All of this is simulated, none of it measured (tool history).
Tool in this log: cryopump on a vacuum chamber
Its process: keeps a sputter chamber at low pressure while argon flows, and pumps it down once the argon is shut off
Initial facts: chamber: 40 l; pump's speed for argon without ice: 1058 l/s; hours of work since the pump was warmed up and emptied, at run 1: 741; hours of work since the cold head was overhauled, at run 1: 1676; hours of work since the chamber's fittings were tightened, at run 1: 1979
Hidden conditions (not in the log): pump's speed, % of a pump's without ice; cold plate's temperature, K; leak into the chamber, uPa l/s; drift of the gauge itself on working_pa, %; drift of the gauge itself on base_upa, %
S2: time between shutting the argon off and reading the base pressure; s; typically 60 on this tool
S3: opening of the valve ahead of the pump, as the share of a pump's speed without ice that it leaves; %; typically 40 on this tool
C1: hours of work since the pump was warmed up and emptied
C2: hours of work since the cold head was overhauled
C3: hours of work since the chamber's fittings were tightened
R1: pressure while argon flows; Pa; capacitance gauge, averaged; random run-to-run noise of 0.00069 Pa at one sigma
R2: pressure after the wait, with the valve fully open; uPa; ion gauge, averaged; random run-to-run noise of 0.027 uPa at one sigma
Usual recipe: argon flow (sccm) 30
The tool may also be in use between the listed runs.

run 1 hour=0.0 | argon_flow_(sccm)=30 S2=60 S3=40 | C1=741 C2=1676 C3=1979 | R1=0.1365 R2=2.60
run 2 hour=65.3 | argon_flow_(sccm)=30 S2=60 S3=40 | C1=789 C2=1724 C3=2027 | R1=0.1381 R2=2.61
run 3 hour=160.3 | argon_flow_(sccm)=30 S2=60 S3=40 | C1=859 C2=1793 C3=2097 | R1=0.1397 R2=2.74
-- hour=225.4 pump warmed up, emptied and cooled again
run 4 hour=266.4 | argon_flow_(sccm)=30 S2=60 S3=40 | C1=30 C2=1868 C3=2171 | R1=0.1198 R2=2.18
run 5 hour=338.4 | argon_flow_(sccm)=30 S2=60 S3=40 | C1=83 C2=1921 C3=2224 | R1=0.1219 R2=2.31
run 6 hour=401.5 | argon_flow_(sccm)=30 S2=60 S3=54 | C1=129 C2=1967 C3=2271 | R1=0.0908 R2=2.36
run 7 hour=474.6 | argon_flow_(sccm)=30 S2=89 S3=40 | C1=183 C2=2021 C3=2324 | R1=0.1219 R2=2.12
run 8 hour=524.8 | argon_flow_(sccm)=30 S2=60 S3=40 | C1=220 C2=2058 C3=2361 | R1=0.1239 R2=2.46
run 9 hour=571.2 | argon_flow_(sccm)=30 S2=60 S3=40 | C1=254 C2=2092 C3=2395 | R1=0.1244 R2=2.52
run 10 hour=654.3 | argon_flow_(sccm)=30 S2=60 S3=40 | C1=315 C2=2153 C3=2456 | R1=0.1260 R2=2.46

Run 11 comes next. What will it give?
run 11 hour=737.7 | argon_flow_(sccm)=30 S2=31 S3=40 | C1=376 C2=2214 C3=2518 | R1=? R2=?

R1: 0.1267 Pa
R2: 3.50 uPa
On a tool with no hidden condition, and with the same random variation, this run would have come out at R1 0.1192 Pa, R2 2.11 uPa.
